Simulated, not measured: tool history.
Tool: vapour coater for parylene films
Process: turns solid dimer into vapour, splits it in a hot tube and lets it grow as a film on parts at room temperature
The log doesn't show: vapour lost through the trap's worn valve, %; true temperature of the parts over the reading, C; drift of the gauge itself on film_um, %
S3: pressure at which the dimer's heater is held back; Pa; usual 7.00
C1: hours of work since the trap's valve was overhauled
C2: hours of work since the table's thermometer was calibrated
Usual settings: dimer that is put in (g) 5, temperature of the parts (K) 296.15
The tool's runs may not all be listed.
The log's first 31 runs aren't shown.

Run 32, hour 584.8: usual settings but dimer that is put in (g) 9, temperature of the parts (K) 299.15, S3 8.60 Pa; C1 345; C2 441. Result: thickness of the film (um) 1.441.
Run 33, hour 600.1: usual settings but dimer that is put in (g) 4, temperature of the parts (K) 297.15, S3 5.41 Pa; C1 355; C2 452. Result: thickness of the film (um) 0.746.
Run 34, hour 613.4: usual settings but dimer that is put in (g) 4, temperature of the parts (K) 297.15, S3 5.41 Pa; C1 365; C2 462. Result: thickness of the film (um) 0.759.
Run 35, hour 635.9: usual settings but dimer that is put in (g) 4, temperature of the parts (K) 297.15, S3 5.41 Pa; C1 381; C2 478. Result: thickness of the film (um) 0.745.
Run 36, hour 654.6: usual settings but dimer that is put in (g) 4, temperature of the parts (K) 297.15, S3 5.41 Pa; C1 394; C2 491. Result: thickness of the film (um) 0.743.
Run 37, hour 666.2: usual settings but dimer that is put in (g) 4, temperature of the parts (K) 300.15, S3 4.42 Pa; C1 403; C2 499. Result: thickness of the film (um) 0.695.
At hour 687.2: trap's valve overhauled.
Run 38, hour 696.3: usual settings but dimer that is put in (g) 2; C1 6; C2 518. Result: thickness of the film (um) 0.380.
Run 39, hour 707.7: usual settings but dimer that is put in (g) 6, temperature of the parts (K) 288.15; C1 15; C2 526. Result: thickness of the film (um) 1.543.
Run 40, hour 731.4: usual settings but temperature of the parts (K) 299.15, S3 3.39 Pa; C1 32; C2 543. Result: thickness of the film (um) 0.951.
Run 41, hour 748.7: usual settings but temperature of the parts (K) 293.15, S3 3.69 Pa; C1 44; C2 555. Result: thickness of the film (um) 1.191.
Run 42, hour 762.8: usual settings but temperature of the parts (K) 293.15, S3 3.69 Pa; C1 54; C2 565. Result: thickness of the film (um) 1.192.
Run 43, hour 789.0: usual settings but dimer that is put in (g) 2, temperature of the parts (K) 289.15, S3 10.02 Pa; C1 73; C2 584. Result: thickness of the film (um) 0.477.
Run 44, hour 800.9: usual settings but dimer that is put in (g) 7, temperature of the parts (K) 295.15, S3 5.07 Pa; C1 81; C2 593. Result: thickness of the film (um) 1.453.
Run 45, hour 827.8: usual settings but dimer that is put in (g) 7, temperature of the parts (K) 295.15, S3 5.07 Pa; C1 100; C2 612. Result: thickness of the film (um) 1.438.
Run 46, hour 854.4: usual settings but S3 8.49 Pa; C1 119; C2 631. Result: thickness of the film (um) 0.901.

3 ways to go on from here, each from the tool as it stands after run 46. What would each give?
Run A, hour 879.6: usual settings but S3 2.27 Pa; C1 137; C2 649. Result: thickness of the film (um) ?.
Run B, hour 879.6: usual settings but dimer that is put in (g) 2, S3 2.80 Pa; C1 137; C2 649. Result: thickness of the film (um) ?.
Run C, hour 879.6: usual settings but temperature of the parts (K) 289.15, S3 8.49 Pa; C1 137; C2 649. Result: thickness of the film (um) ?.

run  thickness of the film (um)
  A                       1.154
  B                       0.442
  C                       1.216
Without the tool's hidden state the same runs would have given:
run  thickness of the film (um)
  A                       1.155
  B                       0.442
  C                       1.217

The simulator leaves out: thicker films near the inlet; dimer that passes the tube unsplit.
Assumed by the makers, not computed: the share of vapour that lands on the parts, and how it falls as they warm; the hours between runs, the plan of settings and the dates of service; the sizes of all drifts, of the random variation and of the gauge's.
